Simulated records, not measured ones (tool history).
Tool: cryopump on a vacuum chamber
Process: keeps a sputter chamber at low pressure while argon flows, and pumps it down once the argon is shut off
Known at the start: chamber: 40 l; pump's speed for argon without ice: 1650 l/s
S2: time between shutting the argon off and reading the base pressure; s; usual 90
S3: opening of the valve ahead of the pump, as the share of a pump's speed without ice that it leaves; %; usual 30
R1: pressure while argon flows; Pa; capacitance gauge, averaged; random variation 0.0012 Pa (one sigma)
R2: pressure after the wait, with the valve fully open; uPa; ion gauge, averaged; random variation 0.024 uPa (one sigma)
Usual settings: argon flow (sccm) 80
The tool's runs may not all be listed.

Run 1, hour 0: usual settings. Result: R1 0.2787 Pa, R2 1.66 uPa.
Run 2, hour 20.8: usual settings. Result: R1 0.2789 Pa, R2 1.74 uPa.
Run 3, hour 39.7: usual settings but argon flow (sccm) 66. Result: R1 0.2285 Pa, R2 1.68 uPa.
Run 4, hour 64.4: usual settings but argon flow (sccm) 66. Result: R1 0.2297 Pa, R2 1.73 uPa.
Run 5, hour 88: usual settings but S2 186 s. Result: R1 0.2807 Pa, R2 1.42 uPa.
Run 6, hour 108.4: usual settings but S2 186 s, S3 37 %. Result: R1 0.2266 Pa, R2 1.4 uPa.
Run 7, hour 133.8: usual settings but S2 186 s, S3 37 %. Result: R1 0.2285 Pa, R2 1.43 uPa.
Run 8, hour 149.7: usual settings. Result: R1 0.2811 Pa, R2 1.87 uPa.
Run 9, hour 163.3: usual settings. Result: R1 0.2779 Pa, R2 1.78 uPa.
Run 10, hour 189.8: usual settings but argon flow (sccm) 91. Result: R1 0.3198 Pa, R2 1.79 uPa.
Run 11, hour 214.5: usual settings. Result: R1 0.2807 Pa, R2 1.8 uPa.
Run 12, hour 230.2: usual settings. Result: R1 0.2818 Pa, R2 1.84 uPa.
Run 13, hour 246.1: usual settings. Result: R1 0.2792 Pa, R2 1.88 uPa.
Run 14, hour 263.8: usual settings. Result: R1 0.2822 Pa, R2 1.79 uPa.
Run 15, hour 280.6: usual settings. Result: R1 0.2807 Pa, R2 1.84 uPa.
Run 16, hour 295: usual settings but S3 52 %. Result: R1 0.1644 Pa, R2 1.81 uPa.
Run 17, hour 311.3: usual settings but S3 52 %. Result: R1 0.1638 Pa, R2 1.86 uPa.
Run 18, hour 324.6: usual settings but S3 52 %. Result: R1 0.1647 Pa, R2 1.9 uPa.
Run 19, hour 347.3: usual settings but argon flow (sccm) 41, S2 142 s, S3 48 %. Result: R1 0.0927 Pa, R2 1.54 uPa.
Run 20, hour 363.3: usual settings but argon flow (sccm) 41, S2 142 s, S3 48 %. Result: R1 0.092 Pa, R2 1.58 uPa.
Run 21, hour 378.7: usual settings but argon flow (sccm) 37, S3 39 %. Result: R1 0.1001 Pa, R2 1.86 uPa.
Run 22, hour 392: usual settings but argon flow (sccm) 84, S2 143 s, S3 15 %. Result: R1 0.5807 Pa, R2 1.61 uPa.
Run 23, hour 409.1: usual settings but argon flow (sccm) 84, S2 143 s, S3 15 %. Result: R1 0.5841 Pa, R2 1.59 uPa.
Run 24, hour 423.2: usual settings but S2 70 s, S3 56 %. Result: R1 0.1555 Pa, R2 2.07 uPa.
Run 25, hour 441.3: usual settings but S2 70 s, S3 56 %. Result: R1 0.156 Pa, R2 2.13 uPa.
Run 26, hour 459.4: usual settings but S2 70 s, S3 56 %. Result: R1 0.1555 Pa, R2 2.17 uPa.
Run 27, hour 474.2: usual settings but argon flow (sccm) 56. Result: R1 0.1978 Pa, R2 1.93 uPa.
Run 28, hour 493.9: usual settings but argon flow (sccm) 91, S2 33 s, S3 15 %. Result: R1 0.6354 Pa, R2 3.12 uPa.
Run 29, hour 508.1: usual settings but argon flow (sccm) 55, S2 91 s, S3 22 %. Result: R1 0.2646 Pa, R2 1.98 uPa.
Run 30, hour 521.6: usual settings but argon flow (sccm) 98, S2 102 s, S3 22 %. Result: R1 0.4663 Pa, R2 1.81 uPa.
Run 31, hour 539.8: usual settings but argon flow (sccm) 160, S2 243 s, S3 49 %. Result: R1 0.3568 Pa, R2 1.53 uPa.
Run 32, hour 556.9: usual settings but argon flow (sccm) 37, S2 210 s, S3 24 %. Result: R1 0.1631 Pa, R2 1.56 uPa.
Run 33, hour 580.4: usual settings but argon flow (sccm) 124, S2 169 s, S3 24 %. Result: R1 0.5438 Pa, R2 1.62 uPa.

5 ways to go on from here, each from the tool as it stands after run 33. What would each give?
Run A, hour 604.9: usual settings but argon flow (sccm) 121, S2 169 s, S3 21 %. Result: R1 ?, R2 ?.
Run B, hour 604.9: usual settings but argon flow (sccm) 131, S2 120 s, S3 46 %. Result: R1 ?, R2 ?.
Run C, hour 604.9: usual settings but argon flow (sccm) 124, S2 41 s, S3 34 %. Result: R1 ?, R2 ?.
Run D, hour 604.9: usual settings but argon flow (sccm) 148, S2 169 s, S3 24 %. Result: R1 ?, R2 ?.
Run E, hour 604.9: usual settings but argon flow (sccm) 45, S2 169 s, S3 29 %. Result: R1 ?, R2 ?.

run      R1    R2
  A  0.6081   1.6
  B  0.3101  1.76
  C  0.3907  2.85
  D  0.6531  1.66
  E   0.166  1.64
Without the tool's hidden state the same runs would have given:
run      R1    R2
  A   0.591  0.54
  B  0.2917   0.7
  C  0.3733  1.77
  D  0.6323   0.6
  E  0.1597  0.56
